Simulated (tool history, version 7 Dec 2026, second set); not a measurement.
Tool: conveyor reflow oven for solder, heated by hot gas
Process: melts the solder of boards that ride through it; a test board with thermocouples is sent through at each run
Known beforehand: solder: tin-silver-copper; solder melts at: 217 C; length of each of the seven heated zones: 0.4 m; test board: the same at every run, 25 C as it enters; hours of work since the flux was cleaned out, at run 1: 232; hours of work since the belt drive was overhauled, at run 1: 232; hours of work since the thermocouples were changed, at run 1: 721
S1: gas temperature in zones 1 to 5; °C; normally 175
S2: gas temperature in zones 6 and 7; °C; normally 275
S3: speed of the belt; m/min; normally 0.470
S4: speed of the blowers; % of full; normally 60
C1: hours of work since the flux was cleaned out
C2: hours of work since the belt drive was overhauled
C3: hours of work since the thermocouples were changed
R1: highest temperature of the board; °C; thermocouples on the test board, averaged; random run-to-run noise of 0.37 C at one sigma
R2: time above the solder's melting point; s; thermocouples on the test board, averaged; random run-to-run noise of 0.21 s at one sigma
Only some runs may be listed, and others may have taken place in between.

run	hour	S1	S2	S3	S4	C1	C2	C3	R1	R2
1	0.0	175	275	0.470	60	232	232	721	260.8	86.5
2	13.7	175	275	0.470	60	243	243	732	261.2	86.6
3	33.1	175	275	0.470	60	258	258	747	261.2	86.2
4	55.0	175	275	0.470	55	275	275	764	259.8	85.6
5	66.4	175	275	0.470	55	284	284	773	259.3	85.3
6	84.4	175	275	0.470	60	298	298	787	261.1	86.4
7	96.5	175	275	0.470	60	308	308	797	259.9	86.2
8	116.2	175	275	0.470	60	323	323	812	260.0	86.3
9	136.3	175	275	0.470	57	339	339	828	259.7	85.7
10	158.0	175	275	0.470	60	356	356	845	260.6	86.0
# hour 164.8: flux residue cleaned out of gas plates and filters
11	175.2	175	271	0.470	60	8	366	855	257.6	84.6
12	198.8	175	275	0.470	60	27	384	873	261.5	87.4
13	209.8	175	275	0.470	60	35	393	882	261.5	87.8
14	231.5	175	275	0.470	60	52	410	899	261.3	87.5
15	255.5	175	275	0.470	60	71	429	918	262.1	87.6
16	279.4	175	275	0.470	58	90	447	936	261.3	86.7
17	289.9	175	281	0.483	58	98	456	945	265.4	87.9
18	300.5	173	266	0.508	63	106	464	953	251.3	71.3
19	321.4	173	266	0.508	68	123	480	969	251.0	72.6
20	332.3	173	266	0.508	68	132	489	978	251.0	72.2
21	343.6	173	274	0.508	89	140	498	987	261.7	80.7
# hour 367.1: thermocouples of zones 6 and 7 changed
22	370.8	187	273	0.407	59	160	518	3	266.0	112.0
23	386.9	180	281	0.407	90	173	530	16	275.1	113.8
24	400.7	161	275	0.436	60	184	541	26	263.9	91.3
25	419.0	161	275	0.436	60	198	555	41	263.5	90.9
26	435.9	175	275	0.462	50	211	569	54	261.7	89.5
27	454.2	175	275	0.462	50	226	583	68	261.7	89.5
28	468.7	175	275	0.380	50	237	594	80	267.1	114.7
29	485.5	175	275	0.380	50	250	608	93	266.8	114.2
30	505.7	175	275	0.380	50	266	623	109	266.8	114.5
31	520.8	175	275	0.380	50	278	635	121	267.0	114.4
32	540.8	187	275	0.508	79	294	651	136	265.1	88.9

3 ways to go on from here, each from the tool as it stands after run 32. What would each give?
A	557.1	161	288	0.431	60	306	664	149	?	?
B	557.1	175	275	0.470	74	306	664	149	?	?
C	557.1	187	275	0.508	89	306	664	149	?	?

run	R1	R2
A	275.9	100.6
B	264.2	91.0
C	265.5	89.4
Had the tool no hidden state, the same runs would have come out as:
run	R1	R2
A	277.6	99.7
B	266.0	90.6
C	267.5	88.6
